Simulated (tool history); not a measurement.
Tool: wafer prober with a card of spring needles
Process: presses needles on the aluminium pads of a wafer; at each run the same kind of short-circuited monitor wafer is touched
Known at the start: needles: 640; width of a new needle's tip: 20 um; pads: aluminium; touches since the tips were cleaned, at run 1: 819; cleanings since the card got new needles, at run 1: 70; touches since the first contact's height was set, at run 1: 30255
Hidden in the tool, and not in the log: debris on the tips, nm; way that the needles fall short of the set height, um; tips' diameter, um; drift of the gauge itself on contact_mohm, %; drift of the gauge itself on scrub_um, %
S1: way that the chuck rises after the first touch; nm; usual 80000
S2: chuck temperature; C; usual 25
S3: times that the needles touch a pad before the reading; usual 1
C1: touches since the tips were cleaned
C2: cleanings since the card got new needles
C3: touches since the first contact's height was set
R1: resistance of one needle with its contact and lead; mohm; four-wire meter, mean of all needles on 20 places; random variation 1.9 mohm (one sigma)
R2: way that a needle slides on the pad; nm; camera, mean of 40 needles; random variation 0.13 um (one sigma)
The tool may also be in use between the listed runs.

{"run": 1, "day": 0.0, "S1": 80000, "S2": 25, "S3": 1, "C1": 819, "C2": 70, "C3": 30255, "R1": 221, "R2": 14800}
{"day": 0.154, "done": "tips cleaned on abrasive film"}
{"day": 0.408, "done": "tips cleaned on abrasive film"}
{"day": 0.667, "done": "tips cleaned on abrasive film"}
{"day": 0.921, "done": "tips cleaned on abrasive film"}
{"day": 1.175, "done": "tips cleaned on abrasive film"}
{"day": 1.433, "done": "tips cleaned on abrasive film"}
{"day": 1.688, "done": "tips cleaned on abrasive film"}
{"day": 1.942, "done": "tips cleaned on abrasive film"}
{"run": 2, "day": 1.962, "S1": 80000, "S2": 25, "S3": 1, "C1": 212, "C2": 78, "C3": 51180, "R1": 211, "R2": 14720}
{"day": 2.167, "done": "tips cleaned on abrasive film"}
{"day": 2.371, "done": "tips cleaned on abrasive film"}
{"day": 2.575, "done": "tips cleaned on abrasive film"}
{"day": 2.833, "done": "tips cleaned on abrasive film"}
{"day": 3.088, "done": "tips cleaned on abrasive film"}
{"day": 3.292, "done": "tips cleaned on abrasive film"}
{"day": 3.546, "done": "tips cleaned on abrasive film"}
{"day": 3.754, "done": "tips cleaned on abrasive film"}
{"day": 4.008, "done": "tips cleaned on abrasive film"}
{"day": 4.212, "done": "tips cleaned on abrasive film"}
{"day": 4.417, "done": "tips cleaned on abrasive film"}
{"day": 4.675, "done": "tips cleaned on abrasive film"}
{"day": 4.929, "done": "tips cleaned on abrasive film"}
{"run": 3, "day": 4.929, "S1": 80000, "S2": 25, "S3": 1, "C1": 0, "C2": 91, "C3": 82781, "R1": 207, "R2": 14380}
{"day": 5.183, "done": "tips cleaned on abrasive film"}
{"day": 5.388, "done": "tips cleaned on abrasive film"}
{"day": 5.592, "done": "tips cleaned on abrasive film"}
{"day": 5.85, "done": "tips cleaned on abrasive film"}
{"day": 6.104, "done": "tips cleaned on abrasive film"}
{"day": 6.358, "done": "tips cleaned on abrasive film"}
{"day": 6.612, "done": "tips cleaned on abrasive film"}
{"day": 6.871, "done": "tips cleaned on abrasive film"}
{"day": 7.075, "done": "tips cleaned on abrasive film"}
{"run": 4, "day": 7.267, "S1": 80000, "S2": 25, "S3": 1, "C1": 2078, "C2": 100, "C3": 107754, "R1": 249, "R2": 14210}
{"day": 7.321, "done": "tips cleaned on abrasive film"}
{"day": 7.525, "done": "tips cleaned on abrasive film"}
{"day": 7.779, "done": "tips cleaned on abrasive film"}
{"day": 8.038, "done": "tips cleaned on abrasive film"}
{"day": 8.242, "done": "tips cleaned on abrasive film"}
{"day": 8.496, "done": "tips cleaned on abrasive film"}
{"day": 8.7, "done": "tips cleaned on abrasive film"}
{"day": 8.908, "done": "tips cleaned on abrasive film"}
{"day": 9.162, "done": "tips cleaned on abrasive film"}
{"day": 9.417, "done": "tips cleaned on abrasive film"}
{"day": 9.671, "done": "tips cleaned on abrasive film"}
{"day": 9.879, "done": "tips cleaned on abrasive film"}
{"day": 10.133, "done": "tips cleaned on abrasive film"}
{"day": 10.388, "done": "tips cleaned on abrasive film"}
{"run": 5, "day": 10.496, "S1": 80000, "S2": 122, "S3": 1, "C1": 1176, "C2": 114, "C3": 142182, "R1": 252, "R2": 13670}
{"day": 10.6, "done": "tips cleaned on abrasive film"}
{"day": 10.808, "done": "tips cleaned on abrasive film"}
{"day": 11.062, "done": "tips cleaned on abrasive film"}
{"day": 11.267, "done": "tips cleaned on abrasive film"}
{"day": 11.279, "done": "height of the first contact set anew"}
{"day": 11.533, "done": "tips cleaned on abrasive film"}
{"day": 11.742, "done": "tips cleaned on abrasive film"}
{"day": 11.996, "done": "tips cleaned on abrasive film"}
{"day": 12.25, "done": "tips cleaned on abrasive film"}
{"day": 12.454, "done": "tips cleaned on abrasive film"}
{"run": 6, "day": 12.6, "S1": 80000, "S2": 122, "S3": 1, "C1": 1575, "C2": 123, "C3": 14113, "R1": 257, "R2": 14870}
{"day": 12.704, "done": "tips cleaned on abrasive film"}
{"day": 12.908, "done": "tips cleaned on abrasive film"}
{"day": 13.117, "done": "tips cleaned on abrasive film"}
{"day": 13.371, "done": "tips cleaned on abrasive film"}
{"day": 13.625, "done": "tips cleaned on abrasive film"}
{"day": 13.883, "done": "tips cleaned on abrasive film"}
{"day": 14.138, "done": "tips cleaned on abrasive film"}
{"day": 14.392, "done": "tips cleaned on abrasive film"}
{"day": 14.646, "done": "tips cleaned on abrasive film"}
{"day": 14.854, "done": "tips cleaned on abrasive film"}
{"run": 7, "day": 14.95, "S1": 80000, "S2": 122, "S3": 1, "C1": 1057, "C2": 133, "C3": 39156, "R1": 252, "R2": 14390}
{"day": 15.104, "done": "tips cleaned on abrasive film"}
{"day": 15.358, "done": "tips cleaned on abrasive film"}
{"day": 15.617, "done": "tips cleaned on abrasive film"}
{"day": 15.821, "done": "tips cleaned on abrasive film"}
{"day": 16.075, "done": "tips cleaned on abrasive film"}
{"day": 16.329, "done": "tips cleaned on abrasive film"}
{"day": 16.538, "done": "tips cleaned on abrasive film"}
{"day": 16.792, "done": "tips cleaned on abrasive film"}
{"day": 17.046, "done": "tips cleaned on abrasive film"}
{"day": 17.3, "done": "tips cleaned on abrasive film"}
{"day": 17.508, "done": "tips cleaned on abrasive film"}
{"day": 17.762, "done": "tips cleaned on abrasive film"}
{"run": 8, "day": 17.925, "S1": 80000, "S2": 25, "S3": 1, "C1": 1785, "C2": 145, "C3": 70923, "R1": 249, "R2": 14390}
{"day": 17.979, "done": "tips cleaned on abrasive film"}
{"day": 18.188, "done": "tips cleaned on abrasive film"}
{"day": 18.442, "done": "tips cleaned on abrasive film"}
{"day": 18.696, "done": "tips cleaned on abrasive film"}
{"day": 18.9, "done": "tips cleaned on abrasive film"}
{"day": 19.158, "done": "tips cleaned on abrasive film"}
{"run": 9, "day": 19.317, "S1": 61000, "S2": 25, "S3": 1, "C1": 1738, "C2": 151, "C3": 85742, "R1": 288, "R2": 10930}
{"day": 19.371, "done": "tips cleaned on abrasive film"}
{"day": 19.575, "done": "tips cleaned on abrasive film"}
{"day": 19.833, "done": "tips cleaned on abrasive film"}
{"day": 20.088, "done": "tips cleaned on abrasive film"}
{"day": 20.292, "done": "tips cleaned on abrasive film"}
{"day": 20.546, "done": "tips cleaned on abrasive film"}
{"day": 20.754, "done": "tips cleaned on abrasive film"}
{"day": 21.008, "done": "tips cleaned on abrasive film"}
{"day": 21.262, "done": "tips cleaned on abrasive film"}
{"day": 21.517, "done": "tips cleaned on abrasive film"}
{"day": 21.775, "done": "tips cleaned on abrasive film"}
{"day": 21.979, "done": "tips cleaned on abrasive film"}
{"day": 22.233, "done": "tips cleaned on abrasive film"}
{"day": 22.438, "done": "tips cleaned on abrasive film"}
{"day": 22.692, "done": "tips cleaned on abrasive film"}
{"run": 10, "day": 22.692, "S1": 61000, "S2": 25, "S3": 1, "C1": 0, "C2": 166, "C3": 121690, "R1": 224, "R2": 10520}
{"day": 22.946, "done": "tips cleaned on abrasive film"}
{"day": 23.154, "done": "tips cleaned on abrasive film"}
{"day": 23.408, "done": "tips cleaned on abrasive film"}
{"day": 23.612, "done": "tips cleaned on abrasive film"}
{"day": 23.867, "done": "tips cleaned on abrasive film"}
{"day": 24.125, "done": "tips cleaned on abrasive film"}
{"day": 24.329, "done": "tips cleaned on abrasive film"}
{"day": 24.583, "done": "tips cleaned on abrasive film"}
{"day": 24.788, "done": "tips cleaned on abrasive film"}
{"day": 25.046, "done": "tips cleaned on abrasive film"}
{"day": 25.254, "done": "tips cleaned on abrasive film"}
{"run": 11, "day": 25.254, "S1": 67000, "S2": 25, "S3": 2, "C1": 0, "C2": 177, "C3": 148997, "R1": 209, "R2": 11460}
{"day": 25.417, "done": "height of the first contact set anew"}
{"day": 25.521, "done": "tips cleaned on abrasive film"}
{"day": 25.779, "done": "tips cleaned on abrasive film"}
{"day": 26.033, "done": "tips cleaned on abrasive film"}
{"day": 26.288, "done": "tips cleaned on abrasive film"}
{"day": 26.492, "done": "tips cleaned on abrasive film"}
{"day": 26.75, "done": "tips cleaned on abrasive film"}
{"day": 26.954, "done": "tips cleaned on abrasive film"}
{"day": 27.208, "done": "tips cleaned on abrasive film"}
{"day": 27.462, "done": "tips cleaned on abrasive film"}
{"day": 27.721, "done": "tips cleaned on abrasive film"}
{"day": 27.925, "done": "tips cleaned on abrasive film"}
{"day": 28.179, "done": "tips cleaned on abrasive film"}
{"day": 28.433, "done": "tips cleaned on abrasive film"}
{"day": 28.658, "done": "tips cleaned on abrasive film"}
{"run": 12, "day": 28.658, "S1": 93000, "S2": 25, "S3": 1, "C1": 0, "C2": 191, "C3": 34546, "R1": 206, "R2": 17100}
{"day": 28.912, "done": "tips cleaned on abrasive film"}
{"day": 29.171, "done": "tips cleaned on abrasive film"}
{"day": 29.375, "done": "tips cleaned on abrasive film"}
{"day": 29.629, "done": "tips cleaned on abrasive film"}
{"day": 29.883, "done": "tips cleaned on abrasive film"}
{"day": 30.092, "done": "tips cleaned on abrasive film"}
{"day": 30.346, "done": "tips cleaned on abrasive film"}
{"day": 30.55, "done": "tips cleaned on abrasive film"}
{"day": 30.792, "done": "tips cleaned on abrasive film"}
{"run": 13, "day": 30.792, "S1": 93000, "S2": 25, "S3": 1, "C1": 0, "C2": 200, "C3": 57304, "R1": 206, "R2": 16710}
{"day": 31.05, "done": "tips cleaned on abrasive film"}
{"day": 31.254, "done": "tips cleaned on abrasive film"}
{"day": 31.508, "done": "tips cleaned on abrasive film"}
{"day": 31.762, "done": "tips cleaned on abrasive film"}
{"day": 31.971, "done": "tips cleaned on abrasive film"}
{"day": 32.225, "done": "tips cleaned on abrasive film"}
{"day": 32.429, "done": "tips cleaned on abrasive film"}
{"day": 32.683, "done": "tips cleaned on abrasive film"}
{"day": 32.892, "done": "tips cleaned on abrasive film"}
{"day": 33.146, "done": "tips cleaned on abrasive film"}
{"day": 33.4, "done": "tips cleaned on abrasive film"}
{"run": 14, "day": 33.475, "S1": 80000, "S2": 32, "S3": 2, "C1": 800, "C2": 211, "C3": 85904, "R1": 222, "R2": 14300}
{"day": 33.629, "done": "tips cleaned on abrasive film"}
{"day": 33.883, "done": "tips cleaned on abrasive film"}
{"day": 34.092, "done": "tips cleaned on abrasive film"}
{"day": 34.296, "done": "tips cleaned on abrasive film"}
{"day": 34.55, "done": "tips cleaned on abrasive film"}
{"day": 34.754, "done": "tips cleaned on abrasive film"}
{"day": 35.008, "done": "tips cleaned on abrasive film"}
{"day": 35.217, "done": "tips cleaned on abrasive film"}
{"day": 35.471, "done": "tips cleaned on abrasive film"}
{"day": 35.675, "done": "tips cleaned on abrasive film"}
{"day": 35.929, "done": "tips cleaned on abrasive film"}
{"day": 36.154, "done": "tips cleaned on abrasive film"}
{"run": 15, "day": 36.154, "S1": 80000, "S2": 32, "S3": 2, "C1": 0, "C2": 223, "C3": 114428, "R1": 212, "R2": 14240}

Forecast run 16:
{"day": 36.408, "done": "tips cleaned on abrasive film"}
{"day": 36.662, "done": "tips cleaned on abrasive film"}
{"day": 36.917, "done": "tips cleaned on abrasive film"}
{"day": 37.175, "done": "tips cleaned on abrasive film"}
{"day": 37.429, "done": "tips cleaned on abrasive film"}
{"run": 16, "day": 37.583, "S1": 76000, "S2": 33, "S3": 2, "C1": 1672, "C2": 228, "C3": 129725, "R1": "?", "R2": "?"}

Run 16 gave R1 248 mohm, R2 13180 nm.
Without the tool's hidden state the same run would have given R1 201 mohm, R2 14260 nm.

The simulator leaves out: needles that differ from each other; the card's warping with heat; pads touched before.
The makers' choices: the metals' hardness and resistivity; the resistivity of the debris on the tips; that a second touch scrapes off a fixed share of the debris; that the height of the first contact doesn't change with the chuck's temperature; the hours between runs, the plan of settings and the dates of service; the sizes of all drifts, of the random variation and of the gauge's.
